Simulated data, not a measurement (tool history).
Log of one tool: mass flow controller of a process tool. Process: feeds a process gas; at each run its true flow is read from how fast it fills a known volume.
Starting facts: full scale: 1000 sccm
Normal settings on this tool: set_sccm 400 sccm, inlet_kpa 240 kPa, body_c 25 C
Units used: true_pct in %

run	hour	set_sccm	inlet_kpa	body_c	true_pct
1	0.0	400	240	25	98.82
2	58.9	400	240	25	98.90
3	96.5	400	240	25	99.00
4	144.6	400	240	25	98.88
5	201.2	400	240	25	98.81
6	272.9	400	240	25	98.81
7	333.4	400	240	25	98.78
8	409.6	400	240	25	98.85
9	467.5	400	240	25	98.77
10	544.4	400	240	25	98.86
11	616.9	400	240	25	98.88
12	690.5	400	240	25	98.67
13	755.1	400	240	25	98.90
14	819.6	400	240	25	98.75
15	858.0	400	240	25	98.91
16	911.3	400	240	25	98.69
17	995.0	400	187	25	98.34
18	1058.0	400	240	25	98.54
19	1117.4	400	240	25	98.75
20	1164.7	400	240	25	98.73
21	1236.2	400	240	25	98.50
22	1309.1	400	240	25	98.72
23	1348.6	400	240	25	98.71
24	1404.2	400	204	25	98.52
25	1465.9	459	140	36	99.14
26	1508.5	459	157	27	98.60
27	1574.0	116	183	23	95.49
28	1614.2	116	183	23	95.55
29	1665.8	394	196	22	98.19
30	1709.6	394	196	22	98.28
31	1768.9	113	196	22	95.25
32	1807.8	794	173	34	99.98
33	1850.3	794	168	27	99.47
34	1916.8	794	168	27	99.50
35	1997.0	794	168	27	99.50
36	2045.1	400	240	29	98.74
37	2123.8	117	215	33	96.02
38	2209.7	117	215	24	95.38
39	2295.6	121	218	38	96.50
40	2351.8	121	218	38	96.31
41	2398.4	153	218	33	96.78
42	2474.0	153	166	33	96.54
43	2525.3	153	166	33	96.52
44	2568.1	294	240	23	97.85
45	2653.2	283	157	20	96.99
46	2720.2	283	157	20	96.94
47	2767.5	283	157	20	97.18
48	2820.9	875	185	29	99.93

Selected run-to-run steps in true_pct, each split into two signed amounts: the part the tool would show with no hidden state at all (from settings, incoming material and random variation), and the remainder, which goes to the hidden state together with any gauge scatter not common to the measured and the hidden-state-free results:
Hidden state at play: flow at rest that the sensor doesn't see, % of full scale; true flow over the shown one, %; drift of the gauge itself on true_pct, %.
Run 26 -> 27: set_sccm 459 -> 116, inlet_kpa 157 -> 183, body_c 27 -> 23. true_pct -3.11 %: hidden state -2.50, all else -0.61.
Run 30 -> 31: set_sccm 394 -> 113. true_pct -3.03 %: hidden state -2.57, all else -0.46.
Run 31 -> 32: set_sccm 113 -> 794, inlet_kpa 196 -> 173, body_c 22 -> 34. true_pct +4.73 %: hidden state +3.08, all else +1.65.
Run 36 -> 37: set_sccm 400 -> 117, inlet_kpa 240 -> 215, body_c 29 -> 33. true_pct -2.72 %: hidden state -2.67, all else -0.05.
